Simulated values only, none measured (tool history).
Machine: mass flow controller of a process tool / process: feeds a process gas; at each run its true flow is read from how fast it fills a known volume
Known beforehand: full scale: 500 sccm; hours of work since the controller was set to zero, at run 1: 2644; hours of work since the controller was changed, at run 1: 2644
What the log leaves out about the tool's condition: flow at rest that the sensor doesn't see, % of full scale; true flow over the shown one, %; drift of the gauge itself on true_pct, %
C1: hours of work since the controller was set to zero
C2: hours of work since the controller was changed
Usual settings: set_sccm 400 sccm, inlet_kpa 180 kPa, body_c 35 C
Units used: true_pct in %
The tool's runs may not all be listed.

{"run": 1, "hour": 0.0, "set_sccm": 400, "inlet_kpa": 180, "body_c": 35, "C1": 2644, "C2": 2644, "true_pct": 98.71}
{"run": 2, "hour": 263.6, "set_sccm": 400, "inlet_kpa": 180, "body_c": 35, "C1": 2758, "C2": 2758, "true_pct": 98.85}
{"run": 3, "hour": 782.6, "set_sccm": 400, "inlet_kpa": 180, "body_c": 35, "C1": 2982, "C2": 2982, "true_pct": 98.92}
{"run": 4, "hour": 1309.9, "set_sccm": 190, "inlet_kpa": 180, "body_c": 35, "C1": 3211, "C2": 3211, "true_pct": 96.77}
{"run": 5, "hour": 1595.8, "set_sccm": 190, "inlet_kpa": 180, "body_c": 35, "C1": 3334, "C2": 3334, "true_pct": 96.73}
{"run": 6, "hour": 2000.7, "set_sccm": 380, "inlet_kpa": 180, "body_c": 35, "C1": 3509, "C2": 3509, "true_pct": 98.85}
{"run": 7, "hour": 2466.1, "set_sccm": 400, "inlet_kpa": 180, "body_c": 28, "C1": 3711, "C2": 3711, "true_pct": 99.91}
{"run": 8, "hour": 2803.1, "set_sccm": 400, "inlet_kpa": 180, "body_c": 28, "C1": 3857, "C2": 3857, "true_pct": 99.88}
{"hour": 3222.5, "done": "controller's zero set anew"}
{"run": 9, "hour": 3367.2, "set_sccm": 189, "inlet_kpa": 187, "body_c": 27, "C1": 63, "C2": 4101, "true_pct": 99.78}
{"run": 10, "hour": 3938.0, "set_sccm": 52, "inlet_kpa": 213, "body_c": 26, "C1": 310, "C2": 4348, "true_pct": 98.91}
{"run": 11, "hour": 4497.4, "set_sccm": 150, "inlet_kpa": 215, "body_c": 38, "C1": 552, "C2": 4590, "true_pct": 98.3}
{"run": 12, "hour": 4860.9, "set_sccm": 53, "inlet_kpa": 203, "body_c": 31, "C1": 709, "C2": 4747, "true_pct": 97.58}
{"run": 13, "hour": 5229.8, "set_sccm": 53, "inlet_kpa": 213, "body_c": 35, "C1": 869, "C2": 4907, "true_pct": 97.03}

How the hidden state differs across the entries between the runs, from the last listed run before each to the first after it:
Between runs 8 and 9: controller's zero set anew (hour 3222.5)
  flow at rest that the sensor doesn't see, % of full scale: -0.846 -> -0.024; true flow over the shown one, %: 1.97 -> 2.11
  what was measured, less what the result would be without the hidden state, true_pct: +0.91 -> +2.05 %
